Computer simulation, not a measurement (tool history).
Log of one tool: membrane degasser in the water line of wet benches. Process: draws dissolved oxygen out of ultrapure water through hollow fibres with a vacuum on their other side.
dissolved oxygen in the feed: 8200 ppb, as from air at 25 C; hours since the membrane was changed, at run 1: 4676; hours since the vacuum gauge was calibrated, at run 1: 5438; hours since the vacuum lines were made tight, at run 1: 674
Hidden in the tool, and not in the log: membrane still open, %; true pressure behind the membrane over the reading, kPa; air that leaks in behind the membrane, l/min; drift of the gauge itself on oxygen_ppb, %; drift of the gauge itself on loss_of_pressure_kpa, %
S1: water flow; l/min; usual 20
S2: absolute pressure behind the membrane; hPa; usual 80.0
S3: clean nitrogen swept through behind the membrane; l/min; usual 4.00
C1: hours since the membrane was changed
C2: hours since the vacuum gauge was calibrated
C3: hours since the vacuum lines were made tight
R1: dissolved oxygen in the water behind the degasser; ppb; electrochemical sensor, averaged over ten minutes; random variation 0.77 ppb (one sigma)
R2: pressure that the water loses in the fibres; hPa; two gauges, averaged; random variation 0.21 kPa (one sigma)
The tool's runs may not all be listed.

Run 1, hour 0.0: usual settings; C1 4676; C2 5438; C3 674. Result: R1 72.2 ppb, R2 495.5 hPa.
At hour 31.5: vacuum gauge calibrated.
Run 2, hour 151.1: usual settings but S3 1.91 l/min; C1 4826; C2 120; C3 824. Result: R1 129.0 ppb, R2 493.8 hPa.
Run 3, hour 276.4: usual settings but S3 1.91 l/min; C1 4951; C2 245; C3 950. Result: R1 131.0 ppb, R2 496.6 hPa.
Run 4, hour 433.0: usual settings but S3 1.91 l/min; C1 5108; C2 401; C3 1106. Result: R1 132.0 ppb, R2 495.3 hPa.
Run 5, hour 557.8: usual settings but S3 1.91 l/min; C1 5233; C2 526; C3 1231. Result: R1 131.9 ppb, R2 495.3 hPa.
Run 6, hour 657.4: usual settings but S1 27 l/min, S3 1.91 l/min; C1 5332; C2 626; C3 1331. Result: R1 210.1 ppb, R2 665.1 hPa.
Run 7, hour 781.6: usual settings but S1 27 l/min, S3 2.26 l/min; C1 5457; C2 750; C3 1455. Result: R1 193.0 ppb, R2 666.3 hPa.
Run 8, hour 932.6: usual settings but S1 27 l/min, S3 2.26 l/min; C1 5608; C2 901; C3 1606. Result: R1 191.4 ppb, R2 668.2 hPa.
Run 9, hour 1037.8: usual settings but S1 27 l/min, S3 2.26 l/min; C1 5713; C2 1006; C3 1711. Result: R1 190.1 ppb, R2 665.4 hPa.
Run 10, hour 1208.1: usual settings but S1 14 l/min, S2 96.7 hPa, S3 9.05 l/min; C1 5883; C2 1177; C3 1881. Result: R1 26.4 ppb, R2 344.4 hPa.
Run 11, hour 1348.7: usual settings but S1 16 l/min, S2 80.6 hPa, S3 1.97 l/min; C1 6024; C2 1317; C3 2022. Result: R1 97.5 ppb, R2 395.5 hPa.
Run 12, hour 1486.5: usual settings but S1 25 l/min, S2 86.2 hPa, S3 11.77 l/min; C1 6162; C2 1455; C3 2160. Result: R1 71.6 ppb, R2 613.1 hPa.
Run 13, hour 1692.4: usual settings but S1 26 l/min, S3 3.98 l/min; C1 6367; C2 1661; C3 2366. Result: R1 124.7 ppb, R2 639.6 hPa.
Run 14, hour 1784.1: usual settings but S1 25 l/min, S2 62.2 hPa, S3 10.61 l/min; C1 6459; C2 1753; C3 2457. Result: R1 59.2 ppb, R2 616.5 hPa.
Run 15, hour 1930.7: usual settings but S1 13 l/min, S2 62.2 hPa, S3 4.55 l/min; C1 6606; C2 1899; C3 2604. Result: R1 22.2 ppb, R2 320.1 hPa.
Run 16, hour 2082.3: usual settings but S1 13 l/min, S2 62.2 hPa, S3 4.55 l/min; C1 6757; C2 2051; C3 2756. Result: R1 22.0 ppb, R2 319.9 hPa.
Run 17, hour 2266.6: usual settings but S1 16 l/min; C1 6942; C2 2235; C3 2940. Result: R1 51.1 ppb, R2 399.0 hPa.
Run 18, hour 2353.4: usual settings but S1 16 l/min; C1 7028; C2 2322; C3 3027. Result: R1 49.2 ppb, R2 397.9 hPa.

5 ways to go on from here, each from the tool as it stands after run 18. What would each give?
Run A, hour 2514.9: usual settings but S1 16 l/min, S2 118.6 hPa, S3 4.76 l/min; C1 7190; C2 2483; C3 3188. Result: R1 ?, R2 ?.
Run B, hour 2514.9: usual settings but S1 15 l/min, S2 52.5 hPa, S3 4.98 l/min; C1 7190; C2 2483; C3 3188. Result: R1 ?, R2 ?.
Run C, hour 2514.9: usual settings but S2 118.3 hPa; C1 7190; C2 2483; C3 3188. Result: R1 ?, R2 ?.
Run D, hour 2514.9: usual settings but S1 14 l/min; C1 7190; C2 2483; C3 3188. Result: R1 ?, R2 ?.
Run E, hour 2514.9: usual settings but S2 76.7 hPa; C1 7190; C2 2483; C3 3188. Result: R1 ?, R2 ?.

run     R1     R2
  A   73.9  393.0
  B   17.3  374.0
  C  116.3  494.2
  D   42.4  344.9
  E   67.5  495.4
Without the tool's hidden state the same runs would have given:
run     R1     R2
  A   73.8  392.3
  B   17.3  373.4
  C  116.1  493.4
  D   42.3  344.3
  E   67.4  494.6
